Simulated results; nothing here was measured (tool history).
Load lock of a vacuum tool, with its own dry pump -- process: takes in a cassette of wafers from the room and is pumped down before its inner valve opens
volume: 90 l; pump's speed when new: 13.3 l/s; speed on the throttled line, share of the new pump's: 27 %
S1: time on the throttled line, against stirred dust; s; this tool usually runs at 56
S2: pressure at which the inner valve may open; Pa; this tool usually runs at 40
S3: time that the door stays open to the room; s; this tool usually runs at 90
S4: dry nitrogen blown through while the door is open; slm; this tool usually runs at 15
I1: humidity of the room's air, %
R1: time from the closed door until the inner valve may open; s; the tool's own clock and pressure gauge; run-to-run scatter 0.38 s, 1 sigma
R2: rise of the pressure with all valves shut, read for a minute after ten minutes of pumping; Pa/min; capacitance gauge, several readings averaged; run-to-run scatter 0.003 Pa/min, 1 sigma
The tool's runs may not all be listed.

Run 1, hour 0: usual settings; I1 45.6. Result: R1 94.3 s, R2 0.083 Pa/min.
Run 2, hour 141.3: usual settings but S4 18 slm; I1 46.7. Result: R1 93.8 s, R2 0.083 Pa/min.
Run 3, hour 227.9: usual settings but S4 18 slm; I1 47.4. Result: R1 94.3 s, R2 0.089 Pa/min.
Run 4, hour 328.5: usual settings but S1 63 s, S4 18 slm; I1 42.9. Result: R1 99.1 s, R2 0.09 Pa/min.
Run 5, hour 412.8: usual settings; I1 46.2. Result: R1 94.2 s, R2 0.088 Pa/min.
Run 6, hour 485.2: usual settings but S2 45 Pa; I1 44.7. Result: R1 93.5 s, R2 0.096 Pa/min.
Run 7, hour 606.8: usual settings but S2 45 Pa; I1 47.2. Result: R1 93.6 s, R2 0.098 Pa/min.
Run 8, hour 759.3: usual settings but S2 45 Pa; I1 47.9. Result: R1 93.7 s, R2 0.103 Pa/min.

Expected results for the next run?
Run 9, hour 825.1: usual settings but S2 45 Pa; I1 44.6. Result: R1 ?, R2 ?.

R1: 93.8 s
R2: 0.109 Pa/min
Without the tool's hidden state the same run would have given R1 93.3 s, R2 0.019 Pa/min.
